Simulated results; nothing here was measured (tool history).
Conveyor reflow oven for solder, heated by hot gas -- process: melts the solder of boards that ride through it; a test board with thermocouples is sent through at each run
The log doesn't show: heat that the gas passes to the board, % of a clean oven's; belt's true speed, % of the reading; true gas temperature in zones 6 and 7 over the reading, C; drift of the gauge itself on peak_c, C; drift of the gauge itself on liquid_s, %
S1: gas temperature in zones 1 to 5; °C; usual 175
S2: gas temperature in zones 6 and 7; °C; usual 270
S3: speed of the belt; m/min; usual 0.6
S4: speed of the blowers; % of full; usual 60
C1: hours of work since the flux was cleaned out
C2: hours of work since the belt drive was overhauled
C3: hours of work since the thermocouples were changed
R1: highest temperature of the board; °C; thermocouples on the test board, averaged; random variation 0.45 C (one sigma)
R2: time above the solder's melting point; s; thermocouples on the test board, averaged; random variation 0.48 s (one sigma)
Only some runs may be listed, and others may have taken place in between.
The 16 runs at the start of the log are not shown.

run 17 hour=268.3 | S1=176 S2=261 S3=0.627 S4=63 | C1=69 C2=869 C3=266 | R1=248.4 R2=50.4
run 18 hour=288.3 | S1=162 S2=258 S3=0.531 S4=61 | C1=85 C2=885 C3=282 | R1=248.3 R2=55.4
run 19 hour=304.3 | S1=162 S2=258 S3=0.531 S4=61 | C1=97 C2=898 C3=295 | R1=248.1 R2=54.4
run 20 hour=324.3 | S1=164 S2=269 S3=0.557 S4=70 | C1=113 C2=913 C3=310 | R1=259.1 R2=61.4
run 21 hour=338.7 | S1=173 S2=272 S3=0.52 S4=77 | C1=124 C2=925 C3=322 | R1=265.6 R2=71.5
run 22 hour=358.2 | S1=175 S2=281 S3=0.6 S4=72 | C1=140 C2=940 C3=337 | R1=269.3 R2=63.4
run 23 hour=368 | S1=175 S2=281 S3=0.6 S4=72 | C1=148 C2=948 C3=345 | R1=269.3 R2=64.5
run 24 hour=384.8 | S1=175 S2=281 S3=0.6 S4=72 | C1=161 C2=961 C3=358 | R1=270 R2=63.5
run 25 hour=403.3 | S1=175 S2=281 S3=0.6 S4=58 | C1=175 C2=975 C3=372 | R1=265.7 R2=61.8
run 26 hour=423.1 | S1=161 S2=270 S3=0.6 S4=60 | C1=191 C2=991 C3=388 | R1=253.7 R2=51.6
run 27 hour=442.5 | S1=164 S2=270 S3=0.6 S4=84 | C1=206 C2=1006 C3=403 | R1=259.7 R2=57
-- hour=460.8 flux residue cleaned out of gas plates and filters
run 28 hour=468.7 | S1=188 S2=270 S3=0.6 S4=60 | C1=6 C2=1023 C3=420 | R1=258.7 R2=64.2
run 29 hour=485.3 | S1=189 S2=281 S3=0.6 S4=60 | C1=19 C2=1036 C3=433 | R1=268.8 R2=69.4
run 30 hour=508.2 | S1=180 S2=270 S3=0.6 S4=62 | C1=37 C2=1054 C3=451 | R1=259.1 R2=62

Each row is a separate what-if for the run after 30, all from the same tool condition, not one after another. Results?
run A hour=525.6 | S1=178 S2=270 S3=0.6 S4=60 | C1=51 C2=1068 C3=464 | R1=? R2=?
run B hour=525.6 | S1=175 S2=260 S3=0.6 S4=62 | C1=51 C2=1068 C3=464 | R1=? R2=?
run C hour=525.6 | S1=189 S2=270 S3=0.518 S4=70 | C1=51 C2=1068 C3=464 | R1=? R2=?
run D hour=525.6 | S1=183 S2=270 S3=0.6 S4=62 | C1=51 C2=1068 C3=464 | R1=? R2=?

run=A R1=257.8 R2=59.5
run=B R1=249 R2=53.9
run=C R1=264.9 R2=78.2
run=D R1=260.1 R2=62.8
With the hidden condition removed and each run's random variation left untouched, the same runs would have given:
run=A R1=255.9 R2=56.5
run=B R1=247.1 R2=50.8
run=C R1=263.1 R2=74.9
run=D R1=258.2 R2=59.8

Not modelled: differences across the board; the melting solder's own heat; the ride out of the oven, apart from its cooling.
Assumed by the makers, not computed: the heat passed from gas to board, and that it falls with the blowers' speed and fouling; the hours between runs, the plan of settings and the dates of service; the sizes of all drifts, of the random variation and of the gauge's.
